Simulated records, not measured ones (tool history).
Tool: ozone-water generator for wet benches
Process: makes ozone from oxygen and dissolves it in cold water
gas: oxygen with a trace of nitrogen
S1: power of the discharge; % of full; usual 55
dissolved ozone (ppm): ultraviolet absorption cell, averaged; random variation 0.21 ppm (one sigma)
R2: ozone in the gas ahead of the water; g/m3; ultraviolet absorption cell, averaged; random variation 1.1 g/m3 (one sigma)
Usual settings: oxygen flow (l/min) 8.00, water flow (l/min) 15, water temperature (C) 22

run 1 hour=0.0 | S1=55 oxygen_flow_(l/min)=8.00 water_flow_(l/min)=15 water_temperature_(C)=22 | dissolved_ozone_(ppm)=31.9 R2=204.9
run 2 hour=62.8 | S1=55 oxygen_flow_(l/min)=8.00 water_flow_(l/min)=15 water_temperature_(C)=22 | dissolved_ozone_(ppm)=31.7 R2=205.5
run 3 hour=147.1 | S1=55 oxygen_flow_(l/min)=8.00 water_flow_(l/min)=15 water_temperature_(C)=22 | dissolved_ozone_(ppm)=31.8 R2=205.5
run 4 hour=217.8 | S1=55 oxygen_flow_(l/min)=8.00 water_flow_(l/min)=15 water_temperature_(C)=22 | dissolved_ozone_(ppm)=32.0 R2=202.2
run 5 hour=273.8 | S1=55 oxygen_flow_(l/min)=8.00 water_flow_(l/min)=21 water_temperature_(C)=22 | dissolved_ozone_(ppm)=25.9 R2=202.8
run 6 hour=372.3 | S1=55 oxygen_flow_(l/min)=8.00 water_flow_(l/min)=21 water_temperature_(C)=22 | dissolved_ozone_(ppm)=25.8 R2=201.9
run 7 hour=468.7 | S1=55 oxygen_flow_(l/min)=8.00 water_flow_(l/min)=21 water_temperature_(C)=22 | dissolved_ozone_(ppm)=25.8 R2=204.1
run 8 hour=546.5 | S1=55 oxygen_flow_(l/min)=8.00 water_flow_(l/min)=21 water_temperature_(C)=22 | dissolved_ozone_(ppm)=25.6 R2=203.7
run 9 hour=603.9 | S1=55 oxygen_flow_(l/min)=8.00 water_flow_(l/min)=21 water_temperature_(C)=22 | dissolved_ozone_(ppm)=25.7 R2=201.8
run 10 hour=708.1 | S1=55 oxygen_flow_(l/min)=8.00 water_flow_(l/min)=10 water_temperature_(C)=22 | dissolved_ozone_(ppm)=38.2 R2=203.6
run 11 hour=759.7 | S1=55 oxygen_flow_(l/min)=8.00 water_flow_(l/min)=15 water_temperature_(C)=29 | dissolved_ozone_(ppm)=27.1 R2=200.9
run 12 hour=865.9 | S1=55 oxygen_flow_(l/min)=8.00 water_flow_(l/min)=15 water_temperature_(C)=22 | dissolved_ozone_(ppm)=31.3 R2=201.2
run 13 hour=961.9 | S1=56 oxygen_flow_(l/min)=8.00 water_flow_(l/min)=15 water_temperature_(C)=22 | dissolved_ozone_(ppm)=32.5 R2=203.7
run 14 hour=1042.0 | S1=56 oxygen_flow_(l/min)=8.00 water_flow_(l/min)=15 water_temperature_(C)=18 | dissolved_ozone_(ppm)=34.8 R2=199.6
run 15 hour=1111.7 | S1=56 oxygen_flow_(l/min)=8.00 water_flow_(l/min)=15 water_temperature_(C)=18 | dissolved_ozone_(ppm)=34.4 R2=203.9
run 16 hour=1215.5 | S1=55 oxygen_flow_(l/min)=8.00 water_flow_(l/min)=15 water_temperature_(C)=22 | dissolved_ozone_(ppm)=31.9 R2=198.4
run 17 hour=1326.8 | S1=55 oxygen_flow_(l/min)=8.00 water_flow_(l/min)=15 water_temperature_(C)=22 | dissolved_ozone_(ppm)=31.8 R2=198.1
-- hour=1371.9 contactor cleaned
run 18 hour=1419.7 | S1=55 oxygen_flow_(l/min)=8.00 water_flow_(l/min)=15 water_temperature_(C)=22 | dissolved_ozone_(ppm)=31.8 R2=197.9
run 19 hour=1510.2 | S1=43 oxygen_flow_(l/min)=9.61 water_flow_(l/min)=13 water_temperature_(C)=15 | dissolved_ozone_(ppm)=32.0 R2=149.8
run 20 hour=1583.5 | S1=55 oxygen_flow_(l/min)=14.20 water_flow_(l/min)=16 water_temperature_(C)=21 | dissolved_ozone_(ppm)=26.9 R2=144.7
run 21 hour=1654.8 | S1=55 oxygen_flow_(l/min)=12.78 water_flow_(l/min)=15 water_temperature_(C)=22 | dissolved_ozone_(ppm)=27.9 R2=152.6
-- hour=1723.6 gauge calibrated
run 22 hour=1773.2 | S1=77 oxygen_flow_(l/min)=12.78 water_flow_(l/min)=12 water_temperature_(C)=16 | dissolved_ozone_(ppm)=44.3 R2=195.3
run 23 hour=1879.9 | S1=77 oxygen_flow_(l/min)=12.78 water_flow_(l/min)=12 water_temperature_(C)=16 | dissolved_ozone_(ppm)=44.9 R2=197.7
run 24 hour=1955.1 | S1=77 oxygen_flow_(l/min)=5.12 water_flow_(l/min)=13 water_temperature_(C)=29 | dissolved_ozone_(ppm)=41.1 R2=327.7
run 25 hour=2044.7 | S1=77 oxygen_flow_(l/min)=5.12 water_flow_(l/min)=13 water_temperature_(C)=29 | dissolved_ozone_(ppm)=40.8 R2=327.7
run 26 hour=2123.9 | S1=76 oxygen_flow_(l/min)=7.30 water_flow_(l/min)=15 water_temperature_(C)=22 | dissolved_ozone_(ppm)=40.0 R2=264.7
run 27 hour=2181.2 | S1=97 oxygen_flow_(l/min)=4.88 water_flow_(l/min)=20 water_temperature_(C)=18 | dissolved_ozone_(ppm)=43.4 R2=395.2
run 28 hour=2262.0 | S1=74 oxygen_flow_(l/min)=6.78 water_flow_(l/min)=14 water_temperature_(C)=21 | dissolved_ozone_(ppm)=42.4 R2=271.9

The next listed run, before its measurement:
run 29 hour=2312.6 | S1=42 oxygen_flow_(l/min)=6.78 water_flow_(l/min)=14 water_temperature_(C)=21 | dissolved_ozone_(ppm)=? R2=?

{"run 29": {"dissolved ozone (ppm)": 29.1, "R2": 184.7}}
Without the tool's hidden state the same run would have given dissolved ozone (ppm) 29.1, R2 186.6 g/m3.

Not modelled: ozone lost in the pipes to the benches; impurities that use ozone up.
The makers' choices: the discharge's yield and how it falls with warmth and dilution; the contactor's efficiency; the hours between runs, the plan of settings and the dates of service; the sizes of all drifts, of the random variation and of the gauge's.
